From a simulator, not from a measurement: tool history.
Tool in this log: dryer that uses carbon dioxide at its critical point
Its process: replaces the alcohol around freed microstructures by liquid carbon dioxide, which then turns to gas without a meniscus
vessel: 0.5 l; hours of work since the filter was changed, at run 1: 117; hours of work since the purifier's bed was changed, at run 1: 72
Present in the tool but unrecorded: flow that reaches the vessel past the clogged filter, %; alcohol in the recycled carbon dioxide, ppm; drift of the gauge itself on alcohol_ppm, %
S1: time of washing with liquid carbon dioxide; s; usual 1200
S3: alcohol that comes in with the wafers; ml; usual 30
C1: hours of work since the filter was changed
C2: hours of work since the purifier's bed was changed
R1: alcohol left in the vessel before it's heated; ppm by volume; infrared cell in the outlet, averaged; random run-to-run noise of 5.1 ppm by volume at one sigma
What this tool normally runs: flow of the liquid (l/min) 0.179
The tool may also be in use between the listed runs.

run 1 hour=0 | S1=1200 flow_of_the_liquid_(l/min)=0.179 S3=30 | C1=117 C2=72 | R1=104
run 2 hour=7.7 | S1=1200 flow_of_the_liquid_(l/min)=0.179 S3=30 | C1=122 C2=76 | R1=107
run 3 hour=16.5 | S1=1200 flow_of_the_liquid_(l/min)=0.112 S3=30 | C1=127 C2=81 | R1=1045
run 4 hour=23.5 | S1=1200 flow_of_the_liquid_(l/min)=0.24 S3=30 | C1=131 C2=85 | R1=31
run 5 hour=36.2 | S1=1200 flow_of_the_liquid_(l/min)=0.24 S3=30 | C1=138 C2=92 | R1=21
run 6 hour=43 | S1=1200 flow_of_the_liquid_(l/min)=0.179 S3=30 | C1=142 C2=96 | R1=115
run 7 hour=55.8 | S1=1200 flow_of_the_liquid_(l/min)=0.179 S3=30 | C1=149 C2=103 | R1=106
run 8 hour=67.8 | S1=1200 flow_of_the_liquid_(l/min)=0.179 S3=30 | C1=156 C2=110 | R1=113
run 9 hour=74.5 | S1=1200 flow_of_the_liquid_(l/min)=0.179 S3=30 | C1=160 C2=114 | R1=122
run 10 hour=83.5 | S1=1200 flow_of_the_liquid_(l/min)=0.206 S3=30 | C1=165 C2=119 | R1=56
run 11 hour=95.4 | S1=1200 flow_of_the_liquid_(l/min)=0.206 S3=30 | C1=171 C2=126 | R1=50
run 12 hour=108.3 | S1=900 flow_of_the_liquid_(l/min)=0.179 S3=30 | C1=179 C2=133 | R1=559
run 13 hour=122.5 | S1=1200 flow_of_the_liquid_(l/min)=0.179 S3=83 | C1=187 C2=141 | R1=326
run 14 hour=132.8 | S1=1200 flow_of_the_liquid_(l/min)=0.179 S3=83 | C1=193 C2=147 | R1=336
run 15 hour=139.8 | S1=840 flow_of_the_liquid_(l/min)=0.179 S3=30 | C1=197 C2=151 | R1=778
run 16 hour=146.6 | S1=1200 flow_of_the_liquid_(l/min)=0.179 S3=30 | C1=200 C2=155 | R1=144
run 17 hour=153.3 | S1=1200 flow_of_the_liquid_(l/min)=0.179 S3=30 | C1=204 C2=159 | R1=127
run 18 hour=165.3 | S1=1200 flow_of_the_liquid_(l/min)=0.179 S3=30 | C1=211 C2=165 | R1=135
run 19 hour=171.6 | S1=1200 flow_of_the_liquid_(l/min)=0.179 S3=30 | C1=215 C2=169 | R1=141
run 20 hour=181.2 | S1=1500 flow_of_the_liquid_(l/min)=0.236 S3=92 | C1=220 C2=174 | R1=21
run 21 hour=192.8 | S1=1320 flow_of_the_liquid_(l/min)=0.298 S3=98 | C1=226 C2=181 | R1=16
run 22 hour=203.8 | S1=1320 flow_of_the_liquid_(l/min)=0.298 S3=98 | C1=233 C2=187 | R1=26
run 23 hour=211.7 | S1=1860 flow_of_the_liquid_(l/min)=0.292 S3=30 | C1=237 C2=192 | R1=12
run 24 hour=221.8 | S1=1800 flow_of_the_liquid_(l/min)=0.252 S3=22 | C1=243 C2=197 | R1=16
run 25 hour=229.9 | S1=1800 flow_of_the_liquid_(l/min)=0.252 S3=22 | C1=247 C2=202 | R1=19
run 26 hour=236 | S1=1620 flow_of_the_liquid_(l/min)=0.223 S3=22 | C1=251 C2=205 | R1=12
run 27 hour=247.7 | S1=1440 flow_of_the_liquid_(l/min)=0.156 S3=98 | C1=258 C2=212 | R1=356
run 28 hour=258.1 | S1=1440 flow_of_the_liquid_(l/min)=0.156 S3=98 | C1=263 C2=218 | R1=386
run 29 hour=270.5 | S1=1680 flow_of_the_liquid_(l/min)=0.251 S3=36 | C1=270 C2=225 | R1=17
run 30 hour=276.7 | S1=1680 flow_of_the_liquid_(l/min)=0.251 S3=36 | C1=274 C2=228 | R1=17
run 31 hour=286.2 | S1=1200 flow_of_the_liquid_(l/min)=0.175 S3=39 | C1=279 C2=234 | R1=245
run 32 hour=292.9 | S1=1320 flow_of_the_liquid_(l/min)=0.175 S3=39 | C1=283 C2=238 | R1=152
run 33 hour=300 | S1=720 flow_of_the_liquid_(l/min)=0.175 S3=39 | C1=287 C2=242 | R1=2496
run 34 hour=312.5 | S1=720 flow_of_the_liquid_(l/min)=0.259 S3=39 | C1=294 C2=249 | R1=487
run 35 hour=322.2 | S1=1500 flow_of_the_liquid_(l/min)=0.179 S3=38 | C1=300 C2=254 | R1=67
run 36 hour=336.8 | S1=1500 flow_of_the_liquid_(l/min)=0.179 S3=38 | C1=308 C2=262 | R1=69
run 37 hour=350.4 | S1=960 flow_of_the_liquid_(l/min)=0.268 S3=30 | C1=316 C2=270 | R1=81
run 38 hour=365.3 | S1=960 flow_of_the_liquid_(l/min)=0.268 S3=30 | C1=324 C2=279 | R1=85

A few steps of R1 between consecutive runs. Split each: what settings, incoming material and random variation would produce without the hidden state, and what is left over for the hidden state, along with gauge scatter present in only one of the two compared results (measured, and without hidden state):
Run 3 -> 4: flow of the liquid (l/min) 0.112 -> 0.24. R1 -1014 ppm by volume: hidden state -263, all else -751.
Run 32 -> 33: S1 1320 -> 720. R1 +2344 ppm by volume: hidden state +1031, all else +1313.
Run 33 -> 34: flow of the liquid (l/min) 0.175 -> 0.259. R1 -2009 ppm by volume: hidden state -834, all else -1175.

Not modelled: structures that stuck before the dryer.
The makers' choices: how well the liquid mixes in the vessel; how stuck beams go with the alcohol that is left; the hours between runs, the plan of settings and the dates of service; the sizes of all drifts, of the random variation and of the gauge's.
